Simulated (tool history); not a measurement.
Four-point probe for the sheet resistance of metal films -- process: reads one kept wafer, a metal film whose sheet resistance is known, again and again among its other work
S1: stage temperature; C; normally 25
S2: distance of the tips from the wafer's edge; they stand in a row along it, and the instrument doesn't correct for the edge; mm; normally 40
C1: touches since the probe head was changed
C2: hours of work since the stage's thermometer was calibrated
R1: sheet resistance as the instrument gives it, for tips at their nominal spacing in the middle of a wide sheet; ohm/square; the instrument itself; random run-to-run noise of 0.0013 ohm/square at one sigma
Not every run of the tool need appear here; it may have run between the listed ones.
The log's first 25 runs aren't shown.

run     day  S1  S2     C1   C2        R1
 26  30.846  25  68  15815  101  6.417612
 27  32.362  28  68  16485  121  6.431749
 28  33.933  29   5  17179  143  6.469707
 29  35.425  29   5  17837  163  6.471022
 30  36.358  25   9  18251  176  6.429124
 31  37.933  23  30  18945  197  6.409427
 32  39.246  31  40  19526  215  6.446411
 33  40.417  31   7  20042  231  6.466299
 34  41.862  22  24  20681  250  6.403982
 35  43.442  22  10  21379  272  6.414588
 36  44.875  23   8  22012  291  6.423320
 37  46.479  23   8  22721  313  6.421982
 38  47.325  22  12  23094  324  6.409545
 39  48.171  22  12  23467  336  6.409808
 40  49.208  22  12  23925  350  6.409564
 41  50.183  25  38  24356  363  6.420017
 42  51.575  26  43  24972  382  6.424657
 43  52.492  28  23  25377  394  6.436767
 44  53.304  25  67  25736  405  6.419948

Forecast each of these 3 alternatives for the next run:
  A  54.179  29  49  26122  417   ?
  B  54.179  19   4  26122  417   ?
  C  54.179  29  23  26122  417   ?

run        R1
  A  6.440956
  B  6.446451
  C  6.439219
Had the tool no hidden state, the same runs would have come out as:
run        R1
  A  6.448494
  B  6.454027
  C  6.446755
